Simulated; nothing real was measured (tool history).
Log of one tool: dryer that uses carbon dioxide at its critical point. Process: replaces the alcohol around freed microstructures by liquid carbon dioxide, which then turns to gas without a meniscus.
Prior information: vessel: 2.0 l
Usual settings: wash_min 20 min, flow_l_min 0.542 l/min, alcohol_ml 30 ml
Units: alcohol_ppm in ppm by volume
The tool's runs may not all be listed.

{"run": 1, "hour": 0.0, "wash_min": 20, "flow_l_min": 0.542, "alcohol_ml": 30, "alcohol_ppm": 219}
{"run": 2, "hour": 25.0, "wash_min": 20, "flow_l_min": 0.542, "alcohol_ml": 30, "alcohol_ppm": 230}
{"run": 3, "hour": 54.7, "wash_min": 20, "flow_l_min": 0.542, "alcohol_ml": 30, "alcohol_ppm": 230}
{"run": 4, "hour": 83.0, "wash_min": 20, "flow_l_min": 0.542, "alcohol_ml": 30, "alcohol_ppm": 254}
{"run": 5, "hour": 114.6, "wash_min": 20, "flow_l_min": 0.542, "alcohol_ml": 30, "alcohol_ppm": 260}
{"hour": 137.2, "done": "inlet filter changed"}
{"run": 6, "hour": 146.1, "wash_min": 20, "flow_l_min": 0.542, "alcohol_ml": 30, "alcohol_ppm": 176}
{"run": 7, "hour": 166.2, "wash_min": 20, "flow_l_min": 0.542, "alcohol_ml": 30, "alcohol_ppm": 189}
{"run": 8, "hour": 197.3, "wash_min": 20, "flow_l_min": 0.542, "alcohol_ml": 30, "alcohol_ppm": 197}
{"run": 9, "hour": 219.6, "wash_min": 20, "flow_l_min": 0.542, "alcohol_ml": 30, "alcohol_ppm": 194}
{"run": 10, "hour": 238.3, "wash_min": 20, "flow_l_min": 0.423, "alcohol_ml": 30, "alcohol_ppm": 464}
{"hour": 266.7, "done": "purifier's bed changed"}
{"run": 11, "hour": 266.8, "wash_min": 20, "flow_l_min": 0.423, "alcohol_ml": 23, "alcohol_ppm": 310}
{"run": 12, "hour": 283.4, "wash_min": 20, "flow_l_min": 0.542, "alcohol_ml": 30, "alcohol_ppm": 133}
{"run": 13, "hour": 308.8, "wash_min": 20, "flow_l_min": 0.542, "alcohol_ml": 30, "alcohol_ppm": 150}
{"run": 14, "hour": 325.2, "wash_min": 20, "flow_l_min": 0.542, "alcohol_ml": 30, "alcohol_ppm": 162}
{"run": 15, "hour": 340.0, "wash_min": 20, "flow_l_min": 0.542, "alcohol_ml": 30, "alcohol_ppm": 156}
{"run": 16, "hour": 356.7, "wash_min": 20, "flow_l_min": 0.542, "alcohol_ml": 30, "alcohol_ppm": 155}
{"run": 17, "hour": 383.5, "wash_min": 20, "flow_l_min": 0.876, "alcohol_ml": 30, "alcohol_ppm": 29}
{"run": 18, "hour": 401.6, "wash_min": 20, "flow_l_min": 0.542, "alcohol_ml": 31, "alcohol_ppm": 187}
{"run": 19, "hour": 427.9, "wash_min": 20, "flow_l_min": 0.542, "alcohol_ml": 31, "alcohol_ppm": 194}
{"run": 20, "hour": 458.8, "wash_min": 20, "flow_l_min": 0.542, "alcohol_ml": 30, "alcohol_ppm": 213}
{"run": 21, "hour": 484.6, "wash_min": 20, "flow_l_min": 0.542, "alcohol_ml": 30, "alcohol_ppm": 225}
{"run": 22, "hour": 502.5, "wash_min": 20, "flow_l_min": 0.542, "alcohol_ml": 30, "alcohol_ppm": 219}
{"run": 23, "hour": 528.5, "wash_min": 20, "flow_l_min": 0.542, "alcohol_ml": 30, "alcohol_ppm": 234}
{"hour": 533.7, "done": "inlet filter changed"}
{"run": 24, "hour": 552.2, "wash_min": 20, "flow_l_min": 0.542, "alcohol_ml": 30, "alcohol_ppm": 134}
{"run": 25, "hour": 585.3, "wash_min": 20, "flow_l_min": 0.542, "alcohol_ml": 30, "alcohol_ppm": 145}
{"run": 26, "hour": 609.1, "wash_min": 20, "flow_l_min": 0.542, "alcohol_ml": 30, "alcohol_ppm": 153}
{"run": 27, "hour": 630.0, "wash_min": 20, "flow_l_min": 0.542, "alcohol_ml": 30, "alcohol_ppm": 155}
{"run": 28, "hour": 643.9, "wash_min": 19, "flow_l_min": 0.618, "alcohol_ml": 38, "alcohol_ppm": 133}
{"run": 29, "hour": 659.9, "wash_min": 13, "flow_l_min": 0.814, "alcohol_ml": 29, "alcohol_ppm": 155}
{"run": 30, "hour": 681.2, "wash_min": 14, "flow_l_min": 0.542, "alcohol_ml": 30, "alcohol_ppm": 579}
{"run": 31, "hour": 713.0, "wash_min": 13, "flow_l_min": 0.473, "alcohol_ml": 62, "alcohol_ppm": 2352}
{"run": 32, "hour": 730.0, "wash_min": 20, "flow_l_min": 0.542, "alcohol_ml": 27, "alcohol_ppm": 175}
{"run": 33, "hour": 746.6, "wash_min": 20, "flow_l_min": 0.542, "alcohol_ml": 27, "alcohol_ppm": 182}
{"run": 34, "hour": 760.7, "wash_min": 12, "flow_l_min": 0.728, "alcohol_ml": 65, "alcohol_ppm": 823}
{"run": 35, "hour": 792.9, "wash_min": 12, "flow_l_min": 0.728, "alcohol_ml": 65, "alcohol_ppm": 825}
{"run": 36, "hour": 813.2, "wash_min": 14, "flow_l_min": 0.547, "alcohol_ml": 77, "alcohol_ppm": 1690}
{"run": 37, "hour": 845.2, "wash_min": 20, "flow_l_min": 0.733, "alcohol_ml": 43, "alcohol_ppm": 96}
{"run": 38, "hour": 871.0, "wash_min": 20, "flow_l_min": 0.733, "alcohol_ml": 43, "alcohol_ppm": 105}
{"run": 39, "hour": 895.4, "wash_min": 15, "flow_l_min": 0.733, "alcohol_ml": 43, "alcohol_ppm": 284}
{"run": 40, "hour": 922.1, "wash_min": 17, "flow_l_min": 0.612, "alcohol_ml": 31, "alcohol_ppm": 281}
{"hour": 927.3, "done": "inlet filter changed"}
{"run": 41, "hour": 942.8, "wash_min": 13, "flow_l_min": 0.542, "alcohol_ml": 30, "alcohol_ppm": 660}
{"run": 42, "hour": 967.2, "wash_min": 13, "flow_l_min": 0.542, "alcohol_ml": 30, "alcohol_ppm": 671}
{"run": 43, "hour": 981.8, "wash_min": 13, "flow_l_min": 0.542, "alcohol_ml": 30, "alcohol_ppm": 690}
{"run": 44, "hour": 1005.9, "wash_min": 13, "flow_l_min": 0.542, "alcohol_ml": 41, "alcohol_ppm": 946}
{"run": 45, "hour": 1031.0, "wash_min": 13, "flow_l_min": 0.542, "alcohol_ml": 41, "alcohol_ppm": 969}
{"run": 46, "hour": 1049.0, "wash_min": 13, "flow_l_min": 0.542, "alcohol_ml": 41, "alcohol_ppm": 987}

Alternative continuations, all from the tool just after run 46; predict every row:
{"run": "A", "hour": 1068.4, "wash_min": 13, "flow_l_min": 0.492, "alcohol_ml": 65, "alcohol_ppm": "?"}
{"run": "B", "hour": 1068.4, "wash_min": 12, "flow_l_min": 0.482, "alcohol_ml": 24, "alcohol_ppm": "?"}
{"run": "C", "hour": 1068.4, "wash_min": 22, "flow_l_min": 0.542, "alcohol_ml": 41, "alcohol_ppm": "?"}
{"run": "D", "hour": 1068.4, "wash_min": 13, "flow_l_min": 0.332, "alcohol_ml": 51, "alcohol_ppm": "?"}

run=A alcohol_ppm=2085
run=B alcohol_ppm=1024
run=C alcohol_ppm=181
run=D alcohol_ppm=4276
Stripped of hidden state, with their random variation kept, the same runs would have yielded:
run=A alcohol_ppm=1736
run=B alcohol_ppm=843
run=C alcohol_ppm=97
run=D alcohol_ppm=3809

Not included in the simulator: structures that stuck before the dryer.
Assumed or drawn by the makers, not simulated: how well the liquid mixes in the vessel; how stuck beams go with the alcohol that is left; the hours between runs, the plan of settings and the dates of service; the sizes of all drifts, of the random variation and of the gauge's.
